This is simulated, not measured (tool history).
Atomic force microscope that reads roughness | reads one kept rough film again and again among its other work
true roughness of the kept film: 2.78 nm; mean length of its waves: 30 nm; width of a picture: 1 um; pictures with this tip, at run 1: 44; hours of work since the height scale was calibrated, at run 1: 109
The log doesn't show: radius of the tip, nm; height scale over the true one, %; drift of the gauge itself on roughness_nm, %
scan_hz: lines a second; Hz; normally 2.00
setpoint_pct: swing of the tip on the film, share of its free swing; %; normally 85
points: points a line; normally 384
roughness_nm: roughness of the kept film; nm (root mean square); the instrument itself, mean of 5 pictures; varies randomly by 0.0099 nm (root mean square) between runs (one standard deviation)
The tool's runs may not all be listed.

run   hour  scan_hz  setpoint_pct  points  pictures with this tip  hours of work since the height scale was calibrated  roughness_nm
  1    0.0     2.00            85     384                      44                                                  109         2.264
  2    8.5     2.00            85     384                      51                                                  113         2.273
  3   13.7     2.00            85     384                      55                                                  115         2.282
  4   18.2     2.00            77     384                      59                                                  117         2.374
  5   27.8     2.00            77     384                      67                                                  121         2.365
  6   35.1     2.00            77     384                      73                                                  124         2.355
  7   44.5     2.00            77     384                      81                                                  128         2.387
  8   48.5     2.00            77     461                      85                                                  130         2.368
  9   54.5     2.00            85     384                      90                                                  132         2.272
 10   59.1     2.00            85     384                      94                                                  134         2.257
 11   67.3     2.00            85     384                     101                                                  138         2.290
 12   75.4     2.00            85     384                     107                                                  141         2.282
 13   79.9     2.00            85     384                     111                                                  143         2.268
 14   85.5     2.00            85     384                     116                                                  145         2.271
 15   91.5     1.74            66     384                     121                                                  148         2.492
 16   97.7     1.74            66     384                     126                                                  150         2.502
 17  103.3     3.60            66     710                     131                                                  153         2.391
 18  110.7     3.60            66     710                     137                                                  156         2.379
 19  119.6     1.44            85     384                     145                                                  160         2.346
 20  124.6     1.44            85     511                     149                                                  162         2.378
 21  133.1     0.66            85     327                     156                                                  165         2.476
 22  137.1     0.75            85     325                     160                                                  167         2.473
 23  143.6     3.52            75     384                     165                                                  170         2.247
 24  149.4     0.97            85     384                     170                                                  172         2.446
 25  156.4     2.00            85     263                     176                                                  175         2.257
 26  162.0     3.66            78     256                     181                                                  177         2.168
 27  167.5     3.66            76     256                     185                                                  180         2.218

Predict each of these 4 candidate next runs independently; none follows another, all start after run 27:
  A  173.4     2.00            85     314                     190                                                  182             ?
  B  173.4     0.85            55     256                     190                                                  182             ?
  C  173.4     2.00            61     283                     190                                                  182             ?
  D  173.4     3.66            72     712                     190                                                  182             ?

run  roughness_nm
  A         2.269
  B         2.557
  C         2.472
  D         2.310
What these runs would have given with no unlogged condition in the tool:
run  roughness_nm
  A         2.271
  B         2.559
  C         2.474
  D         2.312
